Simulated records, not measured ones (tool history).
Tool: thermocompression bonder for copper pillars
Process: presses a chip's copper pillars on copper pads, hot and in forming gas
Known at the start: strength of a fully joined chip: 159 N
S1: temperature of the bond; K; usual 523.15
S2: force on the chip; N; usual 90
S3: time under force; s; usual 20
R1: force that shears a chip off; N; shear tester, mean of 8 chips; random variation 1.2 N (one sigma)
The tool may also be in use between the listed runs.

run	hour	S1	S2	S3	R1
1	0	523.15	90	20	110.2
2	5.1	523.15	76	20	102.3
3	16.7	523.15	76	20	102.4
4	22.7	523.15	76	20	102.3
5	33.2	523.15	90	20	111.1
6	41.5	523.15	100	20	116.3
7	53.9	523.15	100	20	114.4
8	60.4	523.15	100	20	115
9	68	523.15	100	20	114.6
10	74.4	523.15	90	50	128.3
11	84.6	523.15	90	50	131.2
12	92.9	511.15	110	20	107.5
13	105.1	511.15	110	20	105.9
14	111.5	526.15	90	14	102.4
15	125.2	526.15	116	14	112.6
16	135.6	537.15	60	52	117.7
17	142.1	528.15	62	21	88
18	153.2	503.15	100	42	110.5
19	161.7	503.15	100	42	111
20	172.7	515.15	59	39	95.7
21	178.2	515.15	59	39	96.8

Taken out of this log: 3 entries between the listed runs. Where each belongs, and how the hidden state differs across it:
Between runs 11 and 12: force cell calibrated (hour 87)
  force that reaches the chip, % of what is set: 101.1 -> 101.6; oxide that the forming gas leaves, % of the face: 5.14 -> 5.48
  measured less the result without the state, R1: -8.9 -> -8.9 N
Between runs 14 and 15: force cell calibrated, once more (hour 121.3)
  true temperature of the bond over the reading, C: -4.3 -> -4.4; force that reaches the chip, % of what is set: 101.7 -> 100.5; oxide that the forming gas leaves, % of the face: 6.39 -> 6.98
  measured less the result without the state, R1: -9.5 -> -11.5 N
Between runs 19 and 20: forming gas filter changed (hour 168)
  true temperature of the bond over the reading, C: -4.5 -> -4.6; force that reaches the chip, % of what is set: 100.6 -> 100.7; oxide that the forming gas leaves, % of the face: 8.86 -> 0.86
  measured less the result without the state, R1: -14.3 -> -4.4 N

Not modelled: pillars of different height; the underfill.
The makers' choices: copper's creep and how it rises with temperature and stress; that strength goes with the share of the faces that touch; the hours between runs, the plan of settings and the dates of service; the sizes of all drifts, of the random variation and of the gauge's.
